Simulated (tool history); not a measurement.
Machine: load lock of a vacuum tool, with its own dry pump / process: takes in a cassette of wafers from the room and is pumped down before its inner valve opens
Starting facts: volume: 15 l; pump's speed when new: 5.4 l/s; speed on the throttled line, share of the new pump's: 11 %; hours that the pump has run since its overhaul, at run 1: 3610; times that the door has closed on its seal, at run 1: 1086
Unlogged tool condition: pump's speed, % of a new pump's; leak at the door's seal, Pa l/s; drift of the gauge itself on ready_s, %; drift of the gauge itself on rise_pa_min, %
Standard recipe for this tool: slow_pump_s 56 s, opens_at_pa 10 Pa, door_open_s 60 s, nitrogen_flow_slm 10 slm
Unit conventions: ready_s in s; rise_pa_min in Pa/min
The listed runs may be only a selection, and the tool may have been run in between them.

run,hour,slow_pump_s,opens_at_pa,door_open_s,nitrogen_flow_slm,hours that the pump has run since its overhaul,times that the door has closed on its seal,"incoming humidity of the room's air, %",ready_s,rise_pa_min
1,0,56,10,60,10,3610,1086,45.4,77.2,0.046
2,246.7,56,10,60,10,3857,1343,46.1,77.2,0.055
3,508.9,56,10,60,10,4119,1616,47.7,77.5,0.061
4,985.5,56,10,60,10,4596,2113,43.2,77.7,0.053
5,1248,56,10,60,10,4858,2386,50.4,77.7,0.066
6,1722.5,56,10,60,10,5333,2881,41.4,77.5,0.049
7,2252.9,56,10,28,10,5863,3433,44,77.6,0.042
8,2679.9,56,10,28,10,6290,3878,43.8,77.4,0.042
9,2945.3,56,10,60,10,6556,4155,46.2,77.3,0.065
10,3281.5,56,10,60,10,6892,4505,43,77.9,0.065
11,3537.4,56,10,60,10,7148,4771,42.5,77.5,0.059
12,3958.8,56,10,60,5,7569,5210,43.3,78.2,0.071
13,4545.6,59,10,60,10,8156,5822,44.4,81.7,0.071
14,4834.5,56,8,60,10,8445,6123,45.3,79.1,0.072
15,5364.6,56,8,60,10,8975,6675,45.5,79,0.077
16,5675.5,56,8,60,10,9286,6999,45.8,80,0.076
17,5943.3,56,10,60,10,9554,7278,46.4,78,0.076
18,6247.1,56,10,60,10,9857,7595,45.6,78.6,0.075
19,6611.7,56,10,60,10,10222,7974,43.7,78.7,0.078
20,6899.6,104,8,26,44,10510,8274,47.1,122,0.048
21,7458.6,56,18,144,16,11069,8857,45.5,77.2,0.109
22,8037.1,112,15,95,14,11647,9459,47.9,127.6,0.096
23,8298.5,75,15,157,6,11909,9732,45.2,94.1,0.132
24,8627.1,35,15,157,4,12237,10074,43,58.9,0.134
25,9069.1,50,15,157,4,12679,10535,44.4,72.5,0.144
26,9427.3,38,10,100,20,13038,10908,49.4,62.9,0.105
27,9830.6,63,9,60,10,13441,11328,45,86.3,0.094
28,10124.1,101,10,60,4,13734,11634,46.2,119.3,0.105
29,10385.9,101,12,60,15,13996,11907,47,118.4,0.094
30,10977.4,101,9,60,34,14588,12523,46.1,119.9,0.089
31,11436.3,101,9,60,34,15047,13001,42.6,120,0.086
32,12033.6,43,11,67,9,15644,13623,44.2,68.4,0.111
33,12369.6,43,11,67,9,15980,13973,45.4,68.8,0.115
34,12973.3,75,12,60,10,16584,14602,43.7,97.1,0.114
35,13413.6,75,12,60,10,17024,15061,45.1,96,0.118
36,13685.9,75,12,60,10,17296,15345,45,96.1,0.122
37,13986.3,56,10,114,10,17597,15658,46.3,80.4,0.135

Run by run, hidden condition taken away, random variation retained:
run,ready_s,rise_pa_min
1,76.1,0.046
2,76.1,0.053
3,76.3,0.059
4,76.5,0.049
5,76.3,0.061
6,76.1,0.043
7,76,0.034
8,75.7,0.033
9,75.5,0.054
10,76,0.053
11,75.6,0.046
12,76.2,0.056
13,79.7,0.054
14,76.8,0.053
15,76.6,0.056
16,77.4,0.053
17,75.6,0.052
18,76,0.05
19,76.1,0.051
20,119.8,0.02
21,74.6,0.078
22,125.6,0.063
23,91.6,0.097
24,55.6,0.097
25,69.3,0.104
26,59.2,0.064
27,82.9,0.051
28,116.6,0.06
29,115.7,0.047
30,116.9,0.039
31,116.9,0.033
32,64,0.055
33,64.3,0.056
34,93.2,0.051
35,92,0.053
36,92.1,0.055
37,75.7,0.068
